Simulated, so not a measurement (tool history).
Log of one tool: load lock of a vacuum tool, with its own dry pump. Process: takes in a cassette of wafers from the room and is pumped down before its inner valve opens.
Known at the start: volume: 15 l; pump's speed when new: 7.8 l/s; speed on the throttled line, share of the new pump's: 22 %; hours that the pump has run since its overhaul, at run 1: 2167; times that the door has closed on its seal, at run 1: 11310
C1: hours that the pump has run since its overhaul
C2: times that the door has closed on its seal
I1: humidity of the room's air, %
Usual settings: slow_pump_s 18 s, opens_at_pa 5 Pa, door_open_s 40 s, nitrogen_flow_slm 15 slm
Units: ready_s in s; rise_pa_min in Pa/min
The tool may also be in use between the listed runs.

{"run": 1, "hour": 0.0, "slow_pump_s": 18, "opens_at_pa": 5, "door_open_s": 40, "nitrogen_flow_slm": 15, "C1": 2167, "C2": 11310, "I1": 42.9, "ready_s": 33.61, "rise_pa_min": 0.135}
{"run": 2, "hour": 67.0, "slow_pump_s": 18, "opens_at_pa": 5, "door_open_s": 40, "nitrogen_flow_slm": 15, "C1": 2234, "C2": 11638, "I1": 43, "ready_s": 33.52, "rise_pa_min": 0.132}
{"run": 3, "hour": 112.6, "slow_pump_s": 18, "opens_at_pa": 8, "door_open_s": 40, "nitrogen_flow_slm": 15, "C1": 2279, "C2": 11860, "I1": 45.2, "ready_s": 32.71, "rise_pa_min": 0.139}
{"run": 4, "hour": 209.3, "slow_pump_s": 18, "opens_at_pa": 8, "door_open_s": 40, "nitrogen_flow_slm": 15, "C1": 2376, "C2": 12334, "I1": 44.9, "ready_s": 32.56, "rise_pa_min": 0.147}
{"run": 5, "hour": 266.9, "slow_pump_s": 18, "opens_at_pa": 8, "door_open_s": 40, "nitrogen_flow_slm": 15, "C1": 2434, "C2": 12615, "I1": 47.4, "ready_s": 32.54, "rise_pa_min": 0.151}
{"run": 6, "hour": 310.0, "slow_pump_s": 18, "opens_at_pa": 8, "door_open_s": 40, "nitrogen_flow_slm": 15, "C1": 2477, "C2": 12826, "I1": 45.1, "ready_s": 32.59, "rise_pa_min": 0.154}
{"run": 7, "hour": 396.6, "slow_pump_s": 18, "opens_at_pa": 8, "door_open_s": 40, "nitrogen_flow_slm": 15, "C1": 2563, "C2": 13250, "I1": 43.2, "ready_s": 32.66, "rise_pa_min": 0.151}
{"run": 8, "hour": 500.1, "slow_pump_s": 18, "opens_at_pa": 8, "door_open_s": 40, "nitrogen_flow_slm": 15, "C1": 2667, "C2": 13756, "I1": 44.3, "ready_s": 32.7, "rise_pa_min": 0.163}
{"run": 9, "hour": 580.1, "slow_pump_s": 18, "opens_at_pa": 5, "door_open_s": 40, "nitrogen_flow_slm": 15, "C1": 2747, "C2": 14147, "I1": 42.3, "ready_s": 33.68, "rise_pa_min": 0.155}
{"run": 10, "hour": 635.5, "slow_pump_s": 18, "opens_at_pa": 4, "door_open_s": 40, "nitrogen_flow_slm": 15, "C1": 2802, "C2": 14418, "I1": 45.3, "ready_s": 34.17, "rise_pa_min": 0.167}
{"run": 11, "hour": 708.7, "slow_pump_s": 18, "opens_at_pa": 4, "door_open_s": 40, "nitrogen_flow_slm": 15, "C1": 2875, "C2": 14776, "I1": 41.1, "ready_s": 34.1, "rise_pa_min": 0.156}
{"run": 12, "hour": 762.4, "slow_pump_s": 18, "opens_at_pa": 4, "door_open_s": 40, "nitrogen_flow_slm": 37, "C1": 2929, "C2": 15039, "I1": 44.9, "ready_s": 34.11, "rise_pa_min": 0.156}
{"run": 13, "hour": 836.7, "slow_pump_s": 18, "opens_at_pa": 5, "door_open_s": 40, "nitrogen_flow_slm": 13, "C1": 3003, "C2": 15402, "I1": 45.7, "ready_s": 33.78, "rise_pa_min": 0.184}
{"run": 14, "hour": 908.0, "slow_pump_s": 10, "opens_at_pa": 7, "door_open_s": 40, "nitrogen_flow_slm": 15, "C1": 3075, "C2": 15751, "I1": 49.3, "ready_s": 26.78, "rise_pa_min": 0.184}
{"run": 15, "hour": 1006.8, "slow_pump_s": 10, "opens_at_pa": 7, "door_open_s": 40, "nitrogen_flow_slm": 15, "C1": 3174, "C2": 16234, "I1": 44.1, "ready_s": 26.8, "rise_pa_min": 0.184}
{"run": 16, "hour": 1076.3, "slow_pump_s": 17, "opens_at_pa": 10, "door_open_s": 128, "nitrogen_flow_slm": 15, "C1": 3243, "C2": 16574, "I1": 44.1, "ready_s": 31.47, "rise_pa_min": 0.239}
{"run": 17, "hour": 1120.7, "slow_pump_s": 14, "opens_at_pa": 7, "door_open_s": 57, "nitrogen_flow_slm": 15, "C1": 3287, "C2": 16791, "I1": 44.1, "ready_s": 29.63, "rise_pa_min": 0.198}
{"run": 18, "hour": 1184.2, "slow_pump_s": 30, "opens_at_pa": 6, "door_open_s": 57, "nitrogen_flow_slm": 13, "C1": 3351, "C2": 17102, "I1": 48.8, "ready_s": 42.84, "rise_pa_min": 0.221}

Measured less the same run without the tool's hidden state. The same run-to-run variation is in both; the gauge's scatter may not be:
The hidden state here: pump's speed, % of a new pump's; leak at the door's seal, Pa l/s; drift of the gauge itself on ready_s, %; drift of the gauge itself on rise_pa_min, %.
run=1 ready_s=+0.31 rise_pa_min=+0.079
run=2 ready_s=+0.32 rise_pa_min=+0.082
run=3 ready_s=+0.27 rise_pa_min=+0.084
run=4 ready_s=+0.28 rise_pa_min=+0.088
run=5 ready_s=+0.29 rise_pa_min=+0.091
run=6 ready_s=+0.29 rise_pa_min=+0.093
run=7 ready_s=+0.3 rise_pa_min=+0.097
run=8 ready_s=+0.32 rise_pa_min=+0.102
run=9 ready_s=+0.38 rise_pa_min=+0.105
run=10 ready_s=+0.37 rise_pa_min=+0.107
run=11 ready_s=+0.37 rise_pa_min=+0.112
run=12 ready_s=+0.38 rise_pa_min=+0.114
run=13 ready_s=+0.38 rise_pa_min=+0.122
run=14 ready_s=+0.41 rise_pa_min=+0.122
run=15 ready_s=+0.42 rise_pa_min=+0.127
run=16 ready_s=+0.37 rise_pa_min=+0.131
run=17 ready_s=+0.41 rise_pa_min=+0.134
run=18 ready_s=+0.34 rise_pa_min=+0.138

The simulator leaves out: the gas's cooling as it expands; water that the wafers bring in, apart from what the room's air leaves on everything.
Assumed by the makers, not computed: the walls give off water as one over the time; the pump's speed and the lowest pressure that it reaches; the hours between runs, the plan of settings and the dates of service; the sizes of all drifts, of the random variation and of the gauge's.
